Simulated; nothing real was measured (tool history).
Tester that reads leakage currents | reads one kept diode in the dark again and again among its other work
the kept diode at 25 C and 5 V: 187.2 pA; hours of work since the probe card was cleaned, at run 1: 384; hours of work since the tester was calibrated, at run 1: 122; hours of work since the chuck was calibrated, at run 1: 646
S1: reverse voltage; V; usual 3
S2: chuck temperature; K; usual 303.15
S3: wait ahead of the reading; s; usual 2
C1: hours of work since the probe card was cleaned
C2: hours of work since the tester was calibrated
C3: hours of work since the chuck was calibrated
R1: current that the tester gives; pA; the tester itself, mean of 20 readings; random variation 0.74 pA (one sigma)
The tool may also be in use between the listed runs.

run	hour	S1	S2	S3	C1	C2	C3	R1
1	0	3	303.15	2	384	122	646	218.9
2	22.9	3	303.15	2	400	138	662	217.8
3	53.1	3	303.15	2	420	158	683	216.25
4	82.1	3	303.15	2	440	178	703	215.57
5	111.9	3	303.15	2	461	199	723	215.62
6	132.5	3	303.15	2	475	213	737	215.47
7	168.1	1.98	303.15	2	500	238	762	180.43
8	207.8	6.36	318.15	1	527	265	789	1094.9
9	247.5	6.36	318.15	1	555	293	817	1085.9
# hour 251.9: chuck's temperature calibrated
10	274.8	12.8	306.15	4.68	572	310	16	463.62
11	304.1	2.33	306.15	0.81	592	330	36	233.83
12	342.6	7.13	307.15	2	619	357	63	397.36

Some steps in R1 between neighbouring runs. How much of each would the tool show without its hidden state too (settings, what came in, random variation), and how much is left for the hidden state, with any gauge scatter that isn't in both results?
The hidden state here: stray current of the dirty probe card, pA a volt; current scale over the true one, %; true chuck temperature over the reading, C; drift of the gauge itself on leakage_pa, %.
Run 7 -> 8: S1 1.98 -> 6.36, S2 303.15 -> 318.15, S3 2 -> 1. R1 +914.47 pA: hidden state -129.48, all else +1043.95.
